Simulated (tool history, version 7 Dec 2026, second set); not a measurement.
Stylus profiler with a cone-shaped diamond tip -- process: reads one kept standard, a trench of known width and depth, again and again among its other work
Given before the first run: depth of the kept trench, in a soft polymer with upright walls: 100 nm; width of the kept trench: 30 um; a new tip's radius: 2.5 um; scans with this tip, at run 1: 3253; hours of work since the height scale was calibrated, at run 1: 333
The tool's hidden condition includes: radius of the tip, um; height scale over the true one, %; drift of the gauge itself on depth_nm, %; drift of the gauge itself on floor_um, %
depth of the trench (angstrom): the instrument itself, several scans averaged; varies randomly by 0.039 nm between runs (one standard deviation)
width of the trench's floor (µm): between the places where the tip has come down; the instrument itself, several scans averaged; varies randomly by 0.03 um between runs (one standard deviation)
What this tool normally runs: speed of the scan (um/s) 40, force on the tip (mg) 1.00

run,hour,speed of the scan (um/s),force on the tip (mg),scans with this tip,hours of work since the height scale was calibrated,depth of the trench (angstrom),width of the trench's floor (µm)
1,0.0,40,1.00,3253,333,1009.7,28.22
2,20.3,40,1.00,3338,342,1010.2,28.27
3,39.5,40,1.00,3418,350,1010.2,28.21
4,61.4,40,1.01,3509,359,1009.6,28.22
5,72.5,40,1.00,3555,364,1010.2,28.19
6,95.5,40,1.00,3650,374,1010.0,28.29
7,109.9,40,2.46,3710,380,1017.2,28.28
8,126.2,35,1.00,3778,387,1009.8,28.27
9,148.7,13,1.00,3872,396,1009.9,28.40
10,160.4,90,1.00,3920,401,1010.4,27.95
11,178.5,90,1.00,3996,409,1009.9,27.90
12,199.9,90,2.65,4084,418,1018.0,28.15
13,211.4,40,1.00,4132,423,1009.9,28.20
14,234.9,40,1.00,4230,433,1011.0,28.21
15,256.7,40,1.00,4320,442,1010.1,28.22
16,276.5,66,0.45,4403,451,1006.7,27.86
17,291.0,52,0.61,4463,457,1008.0,28.03
18,303.5,69,1.90,4515,462,1014.5,28.12
19,316.2,152,2.56,4568,468,1017.9,27.84
20,333.0,107,1.37,4638,475,1012.4,27.88
21,343.7,32,1.00,4682,479,1009.7,28.26
22,355.0,32,1.00,4729,484,1009.6,28.24
23,377.4,130,2.10,4822,494,1015.9,27.95
24,392.6,12,0.85,4885,500,1009.1,28.32
25,405.8,26,2.74,4940,506,1018.0,28.36
26,428.6,42,1.58,5035,515,1013.2,28.29
27,441.7,35,0.34,5090,521,1005.3,28.03
28,462.7,105,1.91,5177,530,1014.8,27.96
29,481.2,48,0.50,5254,538,1007.4,28.02
30,493.2,16,0.84,5304,543,1009.1,28.33

For each run, the measured value with the value that run would have given without the tool's hidden condition subtracted. The run-to-run variation is shared by both, the gauge scatter possibly not:
run,depth of the trench (angstrom),width of the trench's floor (µm)
1,+1.1,-0.12
2,+1.2,-0.11
3,+1.2,-0.12
4,+1.2,-0.12
5,+1.2,-0.12
6,+1.3,-0.12
7,+1.2,-0.12
8,+1.3,-0.13
9,+1.4,-0.13
10,+1.3,-0.13
11,+1.3,-0.14
12,+1.4,-0.14
13,+1.4,-0.14
14,+1.4,-0.15
15,+1.5,-0.15
16,+1.5,-0.15
17,+1.5,-0.15
18,+1.5,-0.15
19,+1.5,-0.15
20,+1.6,-0.15
21,+1.6,-0.16
22,+1.5,-0.16
23,+1.6,-0.16
24,+1.6,-0.16
25,+1.6,-0.16
26,+1.7,-0.17
27,+1.6,-0.17
28,+1.7,-0.18
29,+1.8,-0.17
30,+1.7,-0.18
